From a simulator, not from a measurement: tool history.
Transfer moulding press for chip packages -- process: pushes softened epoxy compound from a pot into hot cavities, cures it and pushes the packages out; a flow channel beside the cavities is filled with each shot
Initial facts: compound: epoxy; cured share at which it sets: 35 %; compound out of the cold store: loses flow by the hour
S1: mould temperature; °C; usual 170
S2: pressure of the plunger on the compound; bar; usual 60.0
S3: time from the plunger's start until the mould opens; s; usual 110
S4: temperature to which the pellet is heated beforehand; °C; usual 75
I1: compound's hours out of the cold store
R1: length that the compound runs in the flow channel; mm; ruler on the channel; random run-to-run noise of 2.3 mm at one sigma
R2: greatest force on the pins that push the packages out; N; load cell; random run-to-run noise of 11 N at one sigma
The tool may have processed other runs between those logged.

| run | hour | S1 | S2 | S3 | S4 | I1 | R1 | R2 |
|---|---|---|---|---|---|---|---|---|
| 1 | 0.0 | 170 | 60.0 | 110 | 75 | 40.2 | 520 | 626 |
| 2 | 19.9 | 170 | 60.0 | 110 | 75 | 17.2 | 570 | 661 |
| 3 | 42.8 | 170 | 60.0 | 110 | 75 | 39.9 | 520 | 705 |
| 4 | 54.4 | 170 | 60.0 | 110 | 75 | 13.5 | 579 | 744 |
| 5 | 72.4 | 170 | 60.0 | 110 | 75 | 29.8 | 538 | 480 |
| 6 | 89.4 | 170 | 60.0 | 110 | 75 | 13.5 | 579 | 568 |
| 7 | 109.8 | 170 | 60.0 | 110 | 75 | 22.9 | 591 | 602 |
| 8 | 133.8 | 170 | 60.0 | 110 | 75 | 34.1 | 571 | 633 |
| 9 | 155.2 | 170 | 60.0 | 110 | 75 | 28.0 | 585 | 691 |
| 10 | 174.0 | 170 | 60.0 | 110 | 80 | 11.1 | 631 | 732 |
| 11 | 186.3 | 170 | 68.0 | 110 | 75 | 20.4 | 640 | 751 |
| 12 | 202.5 | 170 | 60.0 | 96 | 75 | 9.2 | 630 | 619 |
| 13 | 218.0 | 170 | 60.0 | 96 | 75 | 29.1 | 576 | 628 |
| 14 | 235.5 | 170 | 60.0 | 96 | 75 | 13.0 | 617 | 728 |
| 15 | 259.0 | 170 | 60.0 | 96 | 75 | 30.2 | 575 | 754 |
| 16 | 281.1 | 166 | 72.6 | 110 | 77 | 29.6 | 650 | 836 |
| 17 | 293.2 | 168 | 62.4 | 110 | 75 | 31.1 | 587 | 786 |
| 18 | 313.7 | 168 | 62.4 | 110 | 75 | 45.4 | 546 | 784 |
| 19 | 329.6 | 163 | 60.0 | 110 | 67 | 13.4 | 644 | 780 |
| 20 | 344.3 | 163 | 60.0 | 110 | 67 | 19.1 | 625 | 874 |
| 21 | 358.2 | 163 | 67.4 | 110 | 78 | 14.6 | 676 | 922 |
| 22 | 380.2 | 163 | 67.4 | 110 | 78 | 45.0 | 594 | 942 |
| 23 | 394.8 | 176 | 59.6 | 110 | 75 | 35.4 | 529 | 636 |
| 24 | 409.7 | 170 | 60.0 | 110 | 84 | 38.9 | 540 | 711 |
| 25 | 427.5 | 170 | 59.7 | 122 | 67 | 11.8 | 604 | 708 |
| 26 | 441.3 | 164 | 61.0 | 126 | 75 | 11.7 | 636 | 859 |
| 27 | 464.4 | 164 | 61.0 | 126 | 75 | 39.8 | 565 | 621 |
| 28 | 486.8 | 173 | 53.0 | 110 | 73 | 13.7 | 548 | 595 |
| 29 | 502.9 | 173 | 53.0 | 110 | 73 | 38.7 | 494 | 627 |
| 30 | 519.3 | 168 | 60.0 | 96 | 75 | 26.0 | 572 | 918 |

Withheld: 6 entries from between the runs. Position of each, and hidden state at the listed run before versus the listed run after:
Logged between run 4 and run 5: cavities cleaned with cleaning compound and waxed (hour 69.6)
  true mould temperature over the reading, C: 0.89 -> 0.91; pressure that reaches the compound, % of what is set: 86.8 -> 86.45; grip of the stained cavities, % over clean ones': 51 -> 3.3
  the result without the hidden state subtracted from the measured one, R1: -46 -> -44 mm; R2: +237 -> +3 N
Logged between run 6 and run 7: plunger's sealing rings changed (hour 94.8)
  true mould temperature over the reading, C: 0.93 -> 0.95; pressure that reaches the compound, % of what is set: 86.05 -> 99.64; grip of the stained cavities, % over clean ones': 14.7 -> 25.2
  the result without the hidden state subtracted from the measured one, R1: -49 -> -5 mm; R2: +57 -> +108 N
Logged between run 7 and run 8: mould's thermocouples calibrated (hour 125.5)
  true mould temperature over the reading, C: 0.95 -> 0.17; pressure that reaches the compound, % of what is set: 99.64 -> 99.16; grip of the stained cavities, % over clean ones': 25.2 -> 35.9
  the result without the hidden state subtracted from the measured one, R1: -5 -> -3 mm; R2: +108 -> +166 N
Logged between run 11 and run 12: cavities cleaned with cleaning compound and waxed (hour 197.6)
  true mould temperature over the reading, C: 0.23 -> 0.25; pressure that reaches the compound, % of what is set: 97.96 -> 97.67; grip of the stained cavities, % over clean ones': 53.8 -> 5.6
  the result without the hidden state subtracted from the measured one, R1: -7 -> -9 mm; R2: +258 -> +24 N
Logged between run 18 and run 19: cavities cleaned with cleaning compound and waxed (hour 320.8)
  true mould temperature over the reading, C: 0.36 -> 0.38; pressure that reaches the compound, % of what is set: 95.28 -> 94.96; grip of the stained cavities, % over clean ones': 54.7 -> 7.5
  the result without the hidden state subtracted from the measured one, R1: -15 -> -19 mm; R2: +269 -> +30 N
Logged between run 26 and run 27: cavities cleaned with cleaning compound and waxed (hour 443.8)
  true mould temperature over the reading, C: 0.5 -> 0.52; pressure that reaches the compound, % of what is set: 92.61 -> 92.14; grip of the stained cavities, % over clean ones': 56 -> 14.3
  the result without the hidden state subtracted from the measured one, R1: -27 -> -26 mm; R2: +293 -> +64 N
